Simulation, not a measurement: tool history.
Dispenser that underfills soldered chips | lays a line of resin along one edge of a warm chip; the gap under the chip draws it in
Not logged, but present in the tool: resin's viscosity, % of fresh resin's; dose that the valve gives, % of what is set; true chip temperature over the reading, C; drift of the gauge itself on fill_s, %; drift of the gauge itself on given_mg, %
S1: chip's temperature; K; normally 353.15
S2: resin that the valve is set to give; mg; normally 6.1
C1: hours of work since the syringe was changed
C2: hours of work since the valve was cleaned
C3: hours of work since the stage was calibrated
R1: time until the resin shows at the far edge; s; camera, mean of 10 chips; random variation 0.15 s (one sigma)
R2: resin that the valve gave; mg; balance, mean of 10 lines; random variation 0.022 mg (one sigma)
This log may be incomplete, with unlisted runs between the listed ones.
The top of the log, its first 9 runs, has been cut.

{"day": 3.267, "done": "new syringe of resin"}
{"run": 10, "day": 3.562, "S1": 359.15, "S2": 7.57, "C1": 4, "C2": 69, "C3": 341, "R1": 7.8, "R2": 7.32}
{"day": 3.679, "done": "new syringe of resin"}
{"run": 11, "day": 3.858, "S1": 353.15, "S2": 6.1, "C1": 3, "C2": 73, "C3": 345, "R1": 9.2, "R2": 5.88}
{"day": 4.129, "done": "new syringe of resin"}
{"run": 12, "day": 4.312, "S1": 353.15, "S2": 6.32, "C1": 3, "C2": 80, "C3": 352, "R1": 9.2, "R2": 6.07}
{"day": 4.396, "done": "stage's temperature calibrated"}
{"day": 4.588, "done": "new syringe of resin"}
{"run": 13, "day": 4.646, "S1": 353.15, "S2": 6.32, "C1": 1, "C2": 84, "C3": 3, "R1": 8, "R2": 6.06}
{"day": 5.017, "done": "new syringe of resin"}
{"run": 14, "day": 5.067, "S1": 353.15, "S2": 6.32, "C1": 1, "C2": 90, "C3": 9, "R1": 8.2, "R2": 6.06}
{"day": 5.446, "done": "new syringe of resin"}
{"run": 15, "day": 5.542, "S1": 353.15, "S2": 6.32, "C1": 1, "C2": 96, "C3": 16, "R1": 8.1, "R2": 6.03}
{"day": 5.883, "done": "new syringe of resin"}
{"run": 16, "day": 6.05, "S1": 361.15, "S2": 6.32, "C1": 2, "C2": 104, "C3": 23, "R1": 6.7, "R2": 6.01}
{"day": 6.333, "done": "new syringe of resin"}
{"run": 17, "day": 6.475, "S1": 361.15, "S2": 6.32, "C1": 2, "C2": 110, "C3": 30, "R1": 6.7, "R2": 5.98}
{"day": 6.742, "done": "new syringe of resin"}
{"run": 18, "day": 6.892, "S1": 353.15, "S2": 5.22, "C1": 2, "C2": 116, "C3": 36, "R1": 8.6, "R2": 4.92}
{"day": 7.188, "done": "new syringe of resin"}
{"run": 19, "day": 7.362, "S1": 353.15, "S2": 5.22, "C1": 3, "C2": 122, "C3": 42, "R1": 9.1, "R2": 4.88}
{"day": 7.512, "done": "dispensing valve cleaned and set on the balance"}
{"day": 7.646, "done": "new syringe of resin"}
{"run": 20, "day": 7.867, "S1": 351.15, "S2": 5.22, "C1": 3, "C2": 5, "C3": 49, "R1": 9.7, "R2": 5.23}
{"day": 8.075, "done": "new syringe of resin"}
{"run": 21, "day": 8.204, "S1": 360.15, "S2": 6.19, "C1": 2, "C2": 10, "C3": 54, "R1": 6.6, "R2": 6.15}
{"day": 8.512, "done": "new syringe of resin"}
{"run": 22, "day": 8.696, "S1": 353.15, "S2": 6.54, "C1": 3, "C2": 17, "C3": 61, "R1": 9, "R2": 6.54}
{"day": 8.933, "done": "new syringe of resin"}
{"run": 23, "day": 9.142, "S1": 345.15, "S2": 6.59, "C1": 3, "C2": 23, "C3": 67, "R1": 10.9, "R2": 6.53}
{"day": 9.346, "done": "new syringe of resin"}
{"run": 24, "day": 9.5, "S1": 345.15, "S2": 6.59, "C1": 2, "C2": 28, "C3": 72, "R1": 10.7, "R2": 6.52}
{"day": 9.762, "done": "new syringe of resin"}
{"run": 25, "day": 9.817, "S1": 361.15, "S2": 5.24, "C1": 1, "C2": 33, "C3": 76, "R1": 6.8, "R2": 5.17}
{"run": 26, "day": 10.092, "S1": 351.15, "S2": 6.63, "C1": 5, "C2": 37, "C3": 81, "R1": 10, "R2": 6.51}
{"day": 10.192, "done": "new syringe of resin"}
{"run": 27, "day": 10.521, "S1": 361.15, "S2": 6.1, "C1": 5, "C2": 43, "C3": 87, "R1": 7.8, "R2": 6.02}
{"day": 10.612, "done": "new syringe of resin"}
{"run": 28, "day": 10.917, "S1": 361.15, "S2": 6.1, "C1": 4, "C2": 48, "C3": 92, "R1": 7.1, "R2": 5.95}
{"day": 11.033, "done": "new syringe of resin"}
{"run": 29, "day": 11.167, "S1": 355.15, "S2": 6.1, "C1": 2, "C2": 52, "C3": 96, "R1": 7.7, "R2": 5.96}
{"day": 11.446, "done": "new syringe of resin"}
{"run": 30, "day": 11.671, "S1": 346.15, "S2": 5.61, "C1": 3, "C2": 59, "C3": 103, "R1": 10.8, "R2": 5.5}
{"day": 11.867, "done": "new syringe of resin"}
{"run": 31, "day": 11.983, "S1": 367.15, "S2": 7.15, "C1": 2, "C2": 64, "C3": 107, "R1": 5.8, "R2": 6.99}
{"run": 32, "day": 12.192, "S1": 367.15, "S2": 6.87, "C1": 5, "C2": 67, "C3": 110, "R1": 6.7, "R2": 6.66}
{"day": 12.283, "done": "new syringe of resin"}
{"run": 33, "day": 12.604, "S1": 341.15, "S2": 6.24, "C1": 5, "C2": 73, "C3": 116, "R1": 13.8, "R2": 6.06}
{"day": 12.704, "done": "new syringe of resin"}
{"run": 34, "day": 13.088, "S1": 345.15, "S2": 5.24, "C1": 6, "C2": 79, "C3": 123, "R1": 12.9, "R2": 5.02}

Consider 4 possible next runs. They are alternatives, not a sequence: every one starts from the tool as it was left by run 34. What does each give?
{"day": 13.129, "done": "new syringe of resin"}
{"run": "A", "day": 13.421, "S1": 363.15, "S2": 7.6, "C1": 4, "C2": 84, "C3": 128, "R1": "?", "R2": "?"}
{"day": 13.129, "done": "new syringe of resin"}
{"run": "B", "day": 13.421, "S1": 357.15, "S2": 5.24, "C1": 4, "C2": 84, "C3": 128, "R1": "?", "R2": "?"}
{"day": 13.129, "done": "new syringe of resin"}
{"run": "C", "day": 13.421, "S1": 352.15, "S2": 5.37, "C1": 4, "C2": 84, "C3": 128, "R1": "?", "R2": "?"}
{"day": 13.129, "done": "new syringe of resin"}
{"run": "D", "day": 13.421, "S1": 339.15, "S2": 5.24, "C1": 4, "C2": 84, "C3": 128, "R1": "?", "R2": "?"}

run=A R1=6.6 R2=7.33
run=B R1=8.3 R2=5.07
run=C R1=9.5 R2=5.17
run=D R1=14.1 R2=5.02
The same runs, with their run-to-run variation unchanged, on a tool lacking any hidden condition would have given:
run=A R1=5.6 R2=7.61
run=B R1=7.1 R2=5.26
run=C R1=8.1 R2=5.37
run=D R1=12 R2=5.21
